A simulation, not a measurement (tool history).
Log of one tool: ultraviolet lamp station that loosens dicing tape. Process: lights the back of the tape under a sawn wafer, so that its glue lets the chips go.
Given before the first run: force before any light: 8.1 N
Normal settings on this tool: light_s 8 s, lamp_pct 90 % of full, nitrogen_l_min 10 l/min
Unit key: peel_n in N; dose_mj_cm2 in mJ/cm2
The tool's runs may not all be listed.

run 1 hour=0 | light_s=8 lamp_pct=90 nitrogen_l_min=10 | peel_n=0.322 dose_mj_cm2=268
run 2 hour=11.8 | light_s=8 lamp_pct=90 nitrogen_l_min=10 | peel_n=0.318 dose_mj_cm2=269
run 3 hour=18.9 | light_s=8 lamp_pct=90 nitrogen_l_min=11 | peel_n=0.292 dose_mj_cm2=269
run 4 hour=29.7 | light_s=8 lamp_pct=90 nitrogen_l_min=11 | peel_n=0.315 dose_mj_cm2=271
run 5 hour=37.6 | light_s=14 lamp_pct=90 nitrogen_l_min=10 | peel_n=0.093 dose_mj_cm2=465
run 6 hour=49.5 | light_s=8 lamp_pct=90 nitrogen_l_min=10 | peel_n=0.336 dose_mj_cm2=265
run 7 hour=59.4 | light_s=10 lamp_pct=90 nitrogen_l_min=10 | peel_n=0.185 dose_mj_cm2=330
run 8 hour=70.2 | light_s=10 lamp_pct=90 nitrogen_l_min=10 | peel_n=0.198 dose_mj_cm2=333
run 9 hour=76.1 | light_s=10 lamp_pct=93 nitrogen_l_min=10 | peel_n=0.179 dose_mj_cm2=339
run 10 hour=83.6 | light_s=10 lamp_pct=93 nitrogen_l_min=10 | peel_n=0.19 dose_mj_cm2=342
run 11 hour=89 | light_s=4 lamp_pct=81 nitrogen_l_min=20 | peel_n=1.538 dose_mj_cm2=116
run 12 hour=101.9 | light_s=8 lamp_pct=68 nitrogen_l_min=5 | peel_n=0.946 dose_mj_cm2=196
run 13 hour=110.5 | light_s=8 lamp_pct=73 nitrogen_l_min=5 | peel_n=0.884 dose_mj_cm2=213
run 14 hour=119.6 | light_s=8 lamp_pct=73 nitrogen_l_min=5 | peel_n=0.843 dose_mj_cm2=211
run 15 hour=128.6 | light_s=8 lamp_pct=90 nitrogen_l_min=14 | peel_n=0.316 dose_mj_cm2=259

Each row is a separate what-if for the run after 15, all from the same tool condition, not one after another. Results?
run A hour=136.3 | light_s=8 lamp_pct=90 nitrogen_l_min=12 | peel_n=? dose_mj_cm2=?
run B hour=136.3 | light_s=6 lamp_pct=81 nitrogen_l_min=7 | peel_n=? dose_mj_cm2=?
run C hour=136.3 | light_s=5 lamp_pct=98 nitrogen_l_min=5 | peel_n=? dose_mj_cm2=?

run=A peel_n=0.335 dose_mj_cm2=260
run=B peel_n=1.102 dose_mj_cm2=178
run=C peel_n=1.224 dose_mj_cm2=174
Without the tool's unlogged condition, the same runs would have read:
run=A peel_n=0.22 dose_mj_cm2=305
run=B peel_n=0.796 dose_mj_cm2=208
run=C peel_n=0.9 dose_mj_cm2=204
